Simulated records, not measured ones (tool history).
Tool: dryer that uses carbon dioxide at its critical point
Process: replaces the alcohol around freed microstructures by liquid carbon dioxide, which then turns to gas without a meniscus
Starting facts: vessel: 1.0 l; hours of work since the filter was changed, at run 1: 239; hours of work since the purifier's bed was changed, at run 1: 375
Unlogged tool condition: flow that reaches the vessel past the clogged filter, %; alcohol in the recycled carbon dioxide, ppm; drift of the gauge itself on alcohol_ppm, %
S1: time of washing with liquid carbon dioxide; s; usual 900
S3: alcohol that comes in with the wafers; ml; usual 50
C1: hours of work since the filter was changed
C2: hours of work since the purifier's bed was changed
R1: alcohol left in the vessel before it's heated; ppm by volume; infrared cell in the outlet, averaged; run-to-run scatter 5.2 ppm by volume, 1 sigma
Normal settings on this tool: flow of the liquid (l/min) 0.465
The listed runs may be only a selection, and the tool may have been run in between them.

Run 1, hour 0.0: usual settings; C1 239; C2 375. Result: R1 186 ppm by volume.
Run 2, hour 42.4: usual settings; C1 267; C2 403. Result: R1 192 ppm by volume.
Run 3, hour 78.1: usual settings; C1 290; C2 426. Result: R1 204 ppm by volume.
Run 4, hour 102.7: usual settings; C1 306; C2 443. Result: R1 207 ppm by volume.
Run 5, hour 128.2: usual settings; C1 323; C2 459. Result: R1 229 ppm by volume.
Run 6, hour 175.4: usual settings; C1 354; C2 490. Result: R1 234 ppm by volume.
Run 7, hour 212.5: usual settings; C1 378; C2 515. Result: R1 271 ppm by volume.
Run 8, hour 253.5: usual settings; C1 405; C2 542. Result: R1 270 ppm by volume.
Run 9, hour 283.0: usual settings; C1 425; C2 561. Result: R1 288 ppm by volume.
Run 10, hour 323.4: usual settings; C1 451; C2 588. Result: R1 314 ppm by volume.
At hour 327.7: inlet filter changed.
Run 11, hour 352.5: usual settings but S3 21 ml; C1 16; C2 606. Result: R1 117 ppm by volume.
Run 12, hour 396.9: usual settings but S3 21 ml; C1 46; C2 636. Result: R1 118 ppm by volume.

Run 13 comes next. What will it give?
Run 13, hour 435.1: usual settings but flow of the liquid (l/min) 0.525; C1 71; C2 661. Result: R1 ?.

{"run 13": {"R1": 136}}
Minus the tool's unlogged condition, the same run would have read R1 45 ppm by volume.
